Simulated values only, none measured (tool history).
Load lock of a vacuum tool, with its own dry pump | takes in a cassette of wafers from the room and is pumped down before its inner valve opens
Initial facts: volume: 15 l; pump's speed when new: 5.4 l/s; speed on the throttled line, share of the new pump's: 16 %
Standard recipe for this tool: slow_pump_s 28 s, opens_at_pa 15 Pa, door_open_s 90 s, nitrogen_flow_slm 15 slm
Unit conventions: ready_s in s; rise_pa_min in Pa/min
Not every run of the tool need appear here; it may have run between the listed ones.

run    hour  slow_pump_s  opens_at_pa  door_open_s  nitrogen_flow_slm  incoming humidity of the room's air, %  ready_s  rise_pa_min
  1     0.0           28           15           90                 15                                    47.1     48.7        0.080
  2    74.4           28           15           90                  9                                    44.3     48.3        0.095
  3   170.9           28           15           90                 12                                    45.6     48.0        0.089
  4   262.5           28           15           90                 12                                    45.5     48.5        0.091
  5   326.5           28           15           90                 12                                    44.5     48.3        0.095
  6   376.9           28           17           90                 12                                    45.6     47.9        0.099
  7   448.1           28           15           90                 15                                    47.0     48.5        0.089
  8   554.4           28           15           90                 15                                    47.3     48.3        0.088
  9   617.9           28           15           90                 15                                    46.1     48.2        0.081
 10   725.0           28           25           90                 15                                    48.3     46.8        0.088
 11   842.8           28           10           90                 15                                    45.9     49.0        0.088
 12   938.9           28           10           90                 15                                    43.8     49.5        0.085
 13  1017.6           28           10           90                 15                                    49.1     49.1        0.099
 14  1110.7           28           15           90                 15                                    42.5     48.4        0.087
 15  1180.3           28           15           90                 15                                    42.9     48.1        0.083
 16  1282.8           28           15           90                 15                                    42.2     48.7        0.078
 17  1396.3           28           15           90                 15                                    46.2     47.8        0.083
 18  1490.8           28           15           53                 15                                    45.0     47.9        0.068
 19  1584.0           28           15           53                 15                                    52.1     48.7        0.074
 20  1655.4           28           15           66                 15                                    46.1     48.1        0.077
 21  1741.8           28           19           42                 10                                    44.2     47.6        0.068
 22  1837.9           43           21           90                 15                                    47.2     60.1        0.094
 23  1933.5           28           28           90                  7                                    45.5     46.2        0.108
 24  2051.3           28           17           90                  7                                    44.6     47.9        0.109
 25  2147.4           28           17           90                  7                                    46.0     47.6        0.107
 26  2225.7           28           17           90                  7                                    45.9     47.6        0.107
 27  2331.2           40           13          107                 36                                    42.9     59.3        0.065
 28  2395.2           40           13          107                 36                                    49.2     59.0        0.064
 29  2506.5           28           17           90                 32                                    47.6     47.8        0.061
 30  2591.2           48           17          238                 32                                    44.4     64.8        0.104
 31  2655.6           28           15           30                 15                                    43.4     48.4        0.045
 32  2727.7           28           15          132                 15                                    43.5     48.1        0.103
 33  2795.1           28           12           90                 15                                    45.2     48.7        0.083
 34  2889.1           28           12           90                 15                                    45.7     49.2        0.084
 35  2981.0           18           14           90                 30                                    45.0     39.6        0.067
 36  3067.8           28           27           90                 18                                    50.0     46.6        0.094

Predict each of these 4 candidate next runs independently; none follows another, all start after run 36:
  A  3169.7           25           15           58                 20                                    45.4        ?            ?
  B  3169.7           28           30           90                 18                                    47.4        ?            ?
  C  3169.7           28           15           42                 15                                    45.4        ?            ?
  D  3169.7           28           25           90                 39                                    45.4        ?            ?

run  ready_s  rise_pa_min
  A     45.5        0.061
  B     46.2        0.083
  C     47.9        0.061
  D     46.8        0.057
With the hidden condition removed and each run's random variation left untouched, the same runs would have given:
run  ready_s  rise_pa_min
  A     45.4        0.060
  B     46.2        0.082
  C     47.9        0.060
  D     46.8        0.056
